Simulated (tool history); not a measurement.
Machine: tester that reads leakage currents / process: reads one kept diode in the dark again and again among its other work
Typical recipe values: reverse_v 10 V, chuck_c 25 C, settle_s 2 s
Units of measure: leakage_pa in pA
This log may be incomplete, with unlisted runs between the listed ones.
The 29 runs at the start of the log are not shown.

run 30 hour=1466.1 | reverse_v=10 chuck_c=54 settle_s=5.13 | leakage_pa=299.9
run 31 hour=1527 | reverse_v=4.9 chuck_c=33 settle_s=2 | leakage_pa=60.93
run 32 hour=1561.2 | reverse_v=2 chuck_c=43 settle_s=4.09 | leakage_pa=84.59
run 33 hour=1604.8 | reverse_v=4 chuck_c=26 settle_s=1.22 | leakage_pa=36.15
run 34 hour=1644.9 | reverse_v=4 chuck_c=26 settle_s=1.22 | leakage_pa=36.32
run 35 hour=1708.8 | reverse_v=4.3 chuck_c=33 settle_s=1.74 | leakage_pa=59.37
run 36 hour=1766.9 | reverse_v=13.6 chuck_c=39 settle_s=2 | leakage_pa=139.69
run 37 hour=1801.5 | reverse_v=1.7 chuck_c=26 settle_s=4.19 | leakage_pa=25.73
run 38 hour=1867.9 | reverse_v=1.7 chuck_c=26 settle_s=4.19 | leakage_pa=25.97
run 39 hour=1907.5 | reverse_v=10 chuck_c=26 settle_s=1.83 | leakage_pa=57.38

Forecast each of these 5 alternatives for the next run:
run A hour=1973 | reverse_v=10 chuck_c=26 settle_s=1.7 | leakage_pa=?
run B hour=1973 | reverse_v=10 chuck_c=44 settle_s=1.83 | leakage_pa=?
run C hour=1973 | reverse_v=10 chuck_c=47 settle_s=4.26 | leakage_pa=?
run D hour=1973 | reverse_v=7.2 chuck_c=26 settle_s=0.35 | leakage_pa=?
run E hour=1973 | reverse_v=6.7 chuck_c=39 settle_s=2 | leakage_pa=?

run=A leakage_pa=57.92
run=B leakage_pa=170.53
run=C leakage_pa=205.17
run=D leakage_pa=52.15
run=E leakage_pa=106.69
Take away the tool's hidden state, keep each run's random variation, and the runs would have read:
run=A leakage_pa=42.5
run=B leakage_pa=147.61
run=C leakage_pa=179.98
run=D leakage_pa=40.44
run=E leakage_pa=91.62
